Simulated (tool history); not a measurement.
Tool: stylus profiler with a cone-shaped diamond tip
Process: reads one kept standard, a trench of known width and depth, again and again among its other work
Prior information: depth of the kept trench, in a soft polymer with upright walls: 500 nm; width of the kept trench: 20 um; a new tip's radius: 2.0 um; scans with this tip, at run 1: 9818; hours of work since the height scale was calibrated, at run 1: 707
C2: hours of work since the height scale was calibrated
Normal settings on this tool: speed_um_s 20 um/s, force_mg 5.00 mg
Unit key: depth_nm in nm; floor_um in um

Run 1, hour 0.0: usual settings; scans with this tip 9818; C2 707. Result: depth_nm 509.28 nm, floor_um 16.03 um.
Run 2, hour 25.1: usual settings; scans with this tip 10014; C2 721. Result: depth_nm 509.11 nm, floor_um 15.88 um.
Run 3, hour 47.1: usual settings; scans with this tip 10187; C2 733. Result: depth_nm 509.23 nm, floor_um 15.84 um.
Run 4, hour 66.7: usual settings; scans with this tip 10340; C2 744. Result: depth_nm 509.11 nm, floor_um 15.85 um.
Run 5, hour 84.1: usual settings; scans with this tip 10476; C2 754. Result: depth_nm 509.35 nm, floor_um 15.81 um.
Run 6, hour 108.1: usual settings but speed_um_s 13 um/s; scans with this tip 10663; C2 768. Result: depth_nm 509.54 nm, floor_um 15.84 um.
Run 7, hour 127.3: usual settings; scans with this tip 10814; C2 778. Result: depth_nm 509.19 nm, floor_um 15.82 um.
Run 8, hour 140.9: usual settings; scans with this tip 10920; C2 786. Result: depth_nm 509.21 nm, floor_um 15.80 um.
Run 9, hour 156.6: usual settings; scans with this tip 11043; C2 795. Result: depth_nm 509.50 nm, floor_um 15.79 um.
Run 10, hour 173.7: usual settings but speed_um_s 6 um/s; scans with this tip 11177; C2 805. Result: depth_nm 509.25 nm, floor_um 15.83 um.
Run 11, hour 191.2: usual settings but speed_um_s 6 um/s; scans with this tip 11313; C2 814. Result: depth_nm 509.55 nm, floor_um 15.81 um.
Run 12, hour 208.6: usual settings but speed_um_s 48 um/s, force_mg 5.70 mg; scans with this tip 11450; C2 824. Result: depth_nm 510.15 nm, floor_um 15.61 um.
Run 13, hour 221.1: usual settings but speed_um_s 70 um/s; scans with this tip 11548; C2 831. Result: depth_nm 509.54 nm, floor_um 15.51 um.
Run 14, hour 237.6: usual settings but speed_um_s 24 um/s, force_mg 2.50 mg; scans with this tip 11676; C2 841. Result: depth_nm 506.06 nm, floor_um 15.67 um.
Run 15, hour 260.2: usual settings but speed_um_s 13 um/s; scans with this tip 11853; C2 853. Result: depth_nm 509.17 nm, floor_um 15.70 um.
Run 16, hour 274.8: usual settings but speed_um_s 13 um/s; scans with this tip 11967; C2 862. Result: depth_nm 509.18 nm, floor_um 15.75 um.
Run 17, hour 292.2: usual settings but speed_um_s 54 um/s; scans with this tip 12103; C2 871. Result: depth_nm 509.39 nm, floor_um 15.56 um.
Run 18, hour 317.8: usual settings but speed_um_s 54 um/s; scans with this tip 12304; C2 886. Result: depth_nm 509.57 nm, floor_um 15.53 um.
Run 19, hour 334.6: usual settings but speed_um_s 11 um/s, force_mg 4.84 mg; scans with this tip 12435; C2 895. Result: depth_nm 509.51 nm, floor_um 15.67 um.

Consider 5 possible next runs. They are alternatives, not a sequence: every one starts from the tool as it was left by run 19. What does each give?
Run A, hour 356.0: usual settings but speed_um_s 11 um/s, force_mg 12.16 mg; scans with this tip 12602; C2 907. Result: depth_nm ?, floor_um ?.
Run B, hour 356.0: usual settings but speed_um_s 11 um/s, force_mg 3.26 mg; scans with this tip 12602; C2 907. Result: depth_nm ?, floor_um ?.
Run C, hour 356.0: usual settings but speed_um_s 39 um/s, force_mg 1.87 mg; scans with this tip 12602; C2 907. Result: depth_nm ?, floor_um ?.
Run D, hour 356.0: usual settings but speed_um_s 14 um/s, force_mg 4.46 mg; scans with this tip 12602; C2 907. Result: depth_nm ?, floor_um ?.
Run E, hour 356.0: usual settings but speed_um_s 15 um/s, force_mg 8.20 mg; scans with this tip 12602; C2 907. Result: depth_nm ?, floor_um ?.

run  depth_nm  floor_um
  A    516.29     15.61
  B    507.62     15.64
  C    505.68     15.37
  D    508.81     15.65
  E    512.82     15.70
Had the tool no hidden state, the same runs would have come out as:
run  depth_nm  floor_um
  A    514.84     17.25
  B    506.19     17.29
  C    504.25     17.02
  D    507.37     17.30
  E    511.38     17.35
